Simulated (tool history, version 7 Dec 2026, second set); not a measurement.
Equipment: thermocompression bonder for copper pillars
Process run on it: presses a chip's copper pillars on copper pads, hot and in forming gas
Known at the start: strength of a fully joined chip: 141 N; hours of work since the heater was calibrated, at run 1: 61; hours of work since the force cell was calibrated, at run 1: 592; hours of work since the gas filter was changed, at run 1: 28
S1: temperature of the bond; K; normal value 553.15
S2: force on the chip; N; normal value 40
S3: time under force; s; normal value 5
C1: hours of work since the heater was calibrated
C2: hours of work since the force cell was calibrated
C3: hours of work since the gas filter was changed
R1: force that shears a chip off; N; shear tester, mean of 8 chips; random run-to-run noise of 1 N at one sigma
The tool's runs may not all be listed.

Run 1, hour 0.0: usual settings; C1 61; C2 592; C3 28. Result: R1 88.3 N.
Run 2, hour 24.2: usual settings but S1 561.15 K; C1 79; C2 610; C3 45. Result: R1 94.8 N.
Run 3, hour 44.4: usual settings but S1 561.15 K; C1 94; C2 625; C3 60. Result: R1 93.7 N.
Run 4, hour 55.7: usual settings but S1 561.15 K; C1 102; C2 633; C3 69. Result: R1 95.2 N.
Run 5, hour 66.7: usual settings but S1 561.15 K; C1 110; C2 641; C3 77. Result: R1 94.8 N.
Run 6, hour 92.1: usual settings but S1 561.15 K; C1 129; C2 660; C3 95. Result: R1 93.2 N.
Run 7, hour 104.3: usual settings but S1 561.15 K; C1 138; C2 669; C3 104. Result: R1 92.2 N.
Run 8, hour 118.2: usual settings but S1 561.15 K; C1 148; C2 679; C3 115. Result: R1 95.5 N.
Run 9, hour 133.3: usual settings but S2 48 N; C1 159; C2 690; C3 126. Result: R1 97.3 N.
Run 10, hour 143.9: usual settings but S1 562.15 K, S2 48 N; C1 167; C2 698; C3 133. Result: R1 105.7 N.
Run 11, hour 155.8: usual settings but S1 562.15 K, S2 48 N; C1 175; C2 707; C3 142. Result: R1 106.6 N.
Run 12, hour 174.8: usual settings but S1 541.15 K, S2 26 N; C1 189; C2 720; C3 156. Result: R1 55.1 N.
Run 13, hour 198.2: usual settings but S1 541.15 K, S2 26 N; C1 207; C2 738; C3 173. Result: R1 54.4 N.
Run 14, hour 223.5: usual settings but S2 53 N; C1 225; C2 756; C3 192. Result: R1 104.1 N.
Run 15, hour 241.9: usual settings but S1 531.15 K, S2 51 N, S3 3 s; C1 239; C2 770; C3 205. Result: R1 75.1 N.
Run 16, hour 259.9: usual settings but S1 527.15 K, S3 11 s; C1 252; C2 783; C3 219. Result: R1 88.1 N.
Run 17, hour 282.6: usual settings but S1 551.15 K, S2 50 N, S3 11 s; C1 269; C2 800; C3 235. Result: R1 115.5 N.
At hour 288.3: forming gas filter changed.
Run 18, hour 296.3: usual settings but S1 551.15 K, S2 50 N, S3 11 s; C1 278; C2 809; C3 6. Result: R1 118.9 N.
Run 19, hour 311.4: usual settings but S1 551.15 K, S2 50 N, S3 11 s; C1 289; C2 820; C3 17. Result: R1 120.6 N.

For some of the steps in R1 from one run to the next: how much would appear even if the tool had no hidden state, given the settings, what came in and random variation, and how much remains for the hidden state plus any gauge scatter that the measured result and the result without hidden state don't share?
Hidden state at play: true temperature of the bond over the reading, C; force that reaches the chip, % of what is set; oxide that the forming gas leaves, % of the face; drift of the gauge itself on shear_n, %.
Run 11 -> 12: S1 562.15 -> 541.15, S2 48 -> 26. R1 -51.5 N: hidden state +1.1, all else -52.6.
Run 17 -> 18: forming gas filter changed. R1 +3.4 N: hidden state +4.7, all else -1.3.
